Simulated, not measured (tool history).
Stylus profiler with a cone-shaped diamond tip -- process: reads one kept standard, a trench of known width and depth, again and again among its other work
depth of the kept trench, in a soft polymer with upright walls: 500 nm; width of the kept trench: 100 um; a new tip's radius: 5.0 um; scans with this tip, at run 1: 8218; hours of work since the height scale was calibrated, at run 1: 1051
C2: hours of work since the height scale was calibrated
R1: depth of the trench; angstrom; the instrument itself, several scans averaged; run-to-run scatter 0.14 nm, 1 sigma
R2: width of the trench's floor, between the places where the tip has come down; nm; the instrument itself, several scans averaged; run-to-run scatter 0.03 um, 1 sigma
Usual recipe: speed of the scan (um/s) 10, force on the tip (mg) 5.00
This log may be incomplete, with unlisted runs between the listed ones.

Run 1, hour 0.0: usual settings; scans with this tip 8218; C2 1051. Result: R1 5047.8 angstrom, R2 92140 nm.
Run 2, hour 44.9: usual settings but speed of the scan (um/s) 14; scans with this tip 8491; C2 1086. Result: R1 5045.8 angstrom, R2 91980 nm.
Run 3, hour 88.0: usual settings but speed of the scan (um/s) 14; scans with this tip 8753; C2 1119. Result: R1 5045.1 angstrom, R2 91930 nm.
Run 4, hour 115.6: usual settings but speed of the scan (um/s) 14, force on the tip (mg) 8.64; scans with this tip 8921; C2 1141. Result: R1 5075.6 angstrom, R2 91910 nm.
At hour 155.4: new tip fitted, height scale calibrated.
Run 5, hour 166.0: usual settings but speed of the scan (um/s) 14, force on the tip (mg) 8.64; scans with this tip 65; C2 8. Result: R1 5104.5 angstrom, R2 95540 nm.
Run 6, hour 206.6: usual settings; scans with this tip 311; C2 40. Result: R1 5069.5 angstrom, R2 95400 nm.
Run 7, hour 245.0: usual settings but speed of the scan (um/s) 31; scans with this tip 544; C2 70. Result: R1 5070.6 angstrom, R2 95190 nm.
Run 8, hour 268.8: usual settings but speed of the scan (um/s) 31; scans with this tip 689; C2 88. Result: R1 5069.8 angstrom, R2 95140 nm.
Run 9, hour 304.6: usual settings but speed of the scan (um/s) 31; scans with this tip 907; C2 116. Result: R1 5068.7 angstrom, R2 95000 nm.
Run 10, hour 354.4: usual settings but speed of the scan (um/s) 17; scans with this tip 1209; C2 155. Result: R1 5067.0 angstrom, R2 94860 nm.
Run 11, hour 384.4: usual settings but speed of the scan (um/s) 24; scans with this tip 1391; C2 178. Result: R1 5069.7 angstrom, R2 94780 nm.
Run 12, hour 417.6: usual settings but speed of the scan (um/s) 4; scans with this tip 1593; C2 204. Result: R1 5064.7 angstrom, R2 94830 nm.
Run 13, hour 449.5: usual settings but speed of the scan (um/s) 4; scans with this tip 1787; C2 228. Result: R1 5063.8 angstrom, R2 94680 nm.
Run 14, hour 498.1: usual settings but speed of the scan (um/s) 4; scans with this tip 2082; C2 266. Result: R1 5063.4 angstrom, R2 94550 nm.
Run 15, hour 521.6: usual settings but speed of the scan (um/s) 7, force on the tip (mg) 3.50; scans with this tip 2225; C2 284. Result: R1 5047.8 angstrom, R2 94410 nm.
Run 16, hour 566.6: usual settings but speed of the scan (um/s) 36, force on the tip (mg) 2.63; scans with this tip 2498; C2 319. Result: R1 5039.5 angstrom, R2 94140 nm.
Run 17, hour 596.7: usual settings but speed of the scan (um/s) 38; scans with this tip 2681; C2 343. Result: R1 5062.1 angstrom, R2 94160 nm.
Run 18, hour 621.0: usual settings but speed of the scan (um/s) 22, force on the tip (mg) 5.07; scans with this tip 2828; C2 362. Result: R1 5061.6 angstrom, R2 94150 nm.
Run 19, hour 657.3: usual settings but speed of the scan (um/s) 22, force on the tip (mg) 5.07; scans with this tip 3049; C2 390. Result: R1 5065.1 angstrom, R2 94060 nm.
Run 20, hour 684.5: usual settings but speed of the scan (um/s) 22, force on the tip (mg) 5.07; scans with this tip 3215; C2 411. Result: R1 5061.7 angstrom, R2 93970 nm.
Run 21, hour 718.9: usual settings but speed of the scan (um/s) 22, force on the tip (mg) 5.07; scans with this tip 3423; C2 438. Result: R1 5061.9 angstrom, R2 93940 nm.
Run 22, hour 741.8: usual settings but speed of the scan (um/s) 18, force on the tip (mg) 2.34; scans with this tip 3562; C2 455. Result: R1 5031.4 angstrom, R2 93760 nm.
Run 23, hour 779.8: usual settings but speed of the scan (um/s) 3, force on the tip (mg) 6.95; scans with this tip 3794; C2 485. Result: R1 5076.9 angstrom, R2 93850 nm.
Run 24, hour 828.9: usual settings but speed of the scan (um/s) 4, force on the tip (mg) 3.47; scans with this tip 4091; C2 523. Result: R1 5044.8 angstrom, R2 93680 nm.
Run 25, hour 877.2: usual settings but speed of the scan (um/s) 24; scans with this tip 4385; C2 561. Result: R1 5057.6 angstrom, R2 93460 nm.
Run 26, hour 912.9: usual settings but speed of the scan (um/s) 26, force on the tip (mg) 2.41; scans with this tip 4602; C2 588. Result: R1 5028.1 angstrom, R2 93370 nm.
Run 27, hour 958.2: usual settings but speed of the scan (um/s) 5, force on the tip (mg) 5.28; scans with this tip 4877; C2 624. Result: R1 5056.4 angstrom, R2 93350 nm.

Each row is a separate what-if for the run after 27, all from the same tool condition, not one after another. Results?
Run A, hour 980.9: usual settings but speed of the scan (um/s) 18; scans with this tip 5015; C2 641. Result: R1 ?, R2 ?.
Run B, hour 980.9: usual settings but speed of the scan (um/s) 13; scans with this tip 5015; C2 641. Result: R1 ?, R2 ?.
Run C, hour 980.9: usual settings but speed of the scan (um/s) 7, force on the tip (mg) 4.30; scans with this tip 5015; C2 641. Result: R1 ?, R2 ?.
Run D, hour 980.9: usual settings but speed of the scan (um/s) 2, force on the tip (mg) 5.20; scans with this tip 5015; C2 641. Result: R1 ?, R2 ?.

run      R1     R2
  A  5055.7  93290
  B  5055.0  93270
  C  5050.0  93310
  D  5057.6  93380
The same runs, with their run-to-run variation unchanged, on a tool lacking any hidden condition would have given:
run      R1     R2
  A  5073.6  95590
  B  5072.9  95560
  C  5067.8  95600
  D  5075.5  95670
